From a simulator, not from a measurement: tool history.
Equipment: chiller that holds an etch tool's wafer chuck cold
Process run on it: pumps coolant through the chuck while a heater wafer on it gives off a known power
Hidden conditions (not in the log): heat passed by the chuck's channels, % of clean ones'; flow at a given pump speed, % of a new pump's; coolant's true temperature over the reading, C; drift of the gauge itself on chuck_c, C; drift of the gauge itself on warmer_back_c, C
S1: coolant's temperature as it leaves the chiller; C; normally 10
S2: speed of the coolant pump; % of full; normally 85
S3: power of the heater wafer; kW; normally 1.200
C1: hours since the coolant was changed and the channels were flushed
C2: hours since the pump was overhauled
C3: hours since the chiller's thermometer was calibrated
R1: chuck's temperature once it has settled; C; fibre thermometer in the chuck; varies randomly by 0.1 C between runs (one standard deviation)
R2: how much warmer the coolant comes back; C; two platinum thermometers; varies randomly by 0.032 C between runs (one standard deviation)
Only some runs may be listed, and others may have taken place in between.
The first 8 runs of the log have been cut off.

run	hour	S1	S2	S3	C1	C2	C3	R1	R2
9	341.7	10	85	1.592	1554	2431	1709	20.5	4.49
10	395.1	10	85	1.592	1607	2485	1763	20.4	4.42
11	445.3	10	85	1.592	1657	2535	1813	20.4	4.44
12	483.7	10	89	1.200	1695	2573	1851	17.5	3.20
13	532.8	10	89	1.200	1745	2622	1900	17.7	3.13
14	592.9	4	85	1.200	1805	2683	1961	12.0	3.32
15	623.1	4	85	1.200	1835	2713	1991	11.9	3.30
16	650.8	4	85	1.200	1863	2740	2018	11.9	3.22
17	713.0	2	89	0.774	1925	2803	2081	7.1	1.92
18	772.4	11	85	1.404	1984	2862	2140	20.3	3.84
19	803.2	11	85	1.404	2015	2893	2171	20.2	3.82
20	843.0	14	74	1.404	2055	2933	2211	24.5	4.39
21	872.7	14	74	1.404	2084	2962	2240	24.6	4.35
22	917.7	14	74	1.404	2129	3007	2285	24.4	4.37
23	976.1	20	85	1.200	2188	3066	2344	28.0	3.16
24	1010.0	0	91	1.200	2222	3100	2378	7.4	2.89
25	1056.5	0	91	1.200	2268	3146	2424	7.6	2.93
26	1111.2	0	85	1.724	2323	3201	2479	11.4	4.63
27	1157.8	18	87	0.955	2370	3247	2525	24.2	2.38

Run 28 has not been measured yet. What should we expect?
28	1200.0	18	85	0.689	2412	3290	2568	?	?

Run 28 measured R1 22.6 C, R2 1.70 C.
Without the tool's hidden state the same run would have given R1 22.6 C, R2 2.01 C.
